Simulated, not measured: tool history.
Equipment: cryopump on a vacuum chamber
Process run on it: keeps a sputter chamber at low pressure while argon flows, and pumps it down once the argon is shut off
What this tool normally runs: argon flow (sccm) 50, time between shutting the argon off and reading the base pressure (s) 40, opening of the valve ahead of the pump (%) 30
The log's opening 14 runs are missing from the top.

run	hour	argon flow (sccm)	time between shutting the argon off and reading the base pressure (s)	opening of the valve ahead of the pump (%)	hours of work since the pump was warmed up and emptied	hours of work since the cold head was overhauled	hours of work since the chamber's fittings were tightened	pressure while argon flows (Pa)	pressure after the wait (uPa)
15	1363.6	50	40	30	597	1641	315	0.2512	2.31
16	1447.9	50	296	30	634	1678	352	0.2551	0.96
17	1508.4	50	251	30	661	1705	379	0.2552	0.98
18	1635.4	50	138	53	717	1760	435	0.1512	1.33
19	1730.5	20	138	47	758	1802	476	0.067	1.34
20	1841.7	52	40	30	807	1851	525	0.2673	2.56
21	1924.4	52	40	30	843	1887	562	0.269	2.7
22	2031	52	40	30	890	1934	608	0.2689	2.74
23	2151	50	100	20	943	1987	661	0.384	1.78
24	2256.5	21	47	26	989	2033	707	0.1253	2.58
25	2324.2	69	92	28	1019	2063	737	0.3846	1.94
# hour 2379.3: pump warmed up, emptied and cooled again
26	2451.7	58	92	34	32	2116	791	0.2509	1.8
27	2527	50	184	30	65	2149	824	0.2463	1.44
28	2586.6	40	40	22	91	2176	850	0.2656	2.82
29	2670.2	90	26	37	128	2212	887	0.3601	3.63
30	2760.8	41	40	29	167	2252	926	0.2095	2.86

What does the tool deliver on the next run?
31	2862	41	40	29	212	2296	971	?	?

pressure while argon flows (Pa): 0.2101
pressure after the wait (uPa): 2.89
Without the tool's hidden state the same run would have given pressure while argon flows (Pa) 0.2056, pressure after the wait (uPa) 1.9.
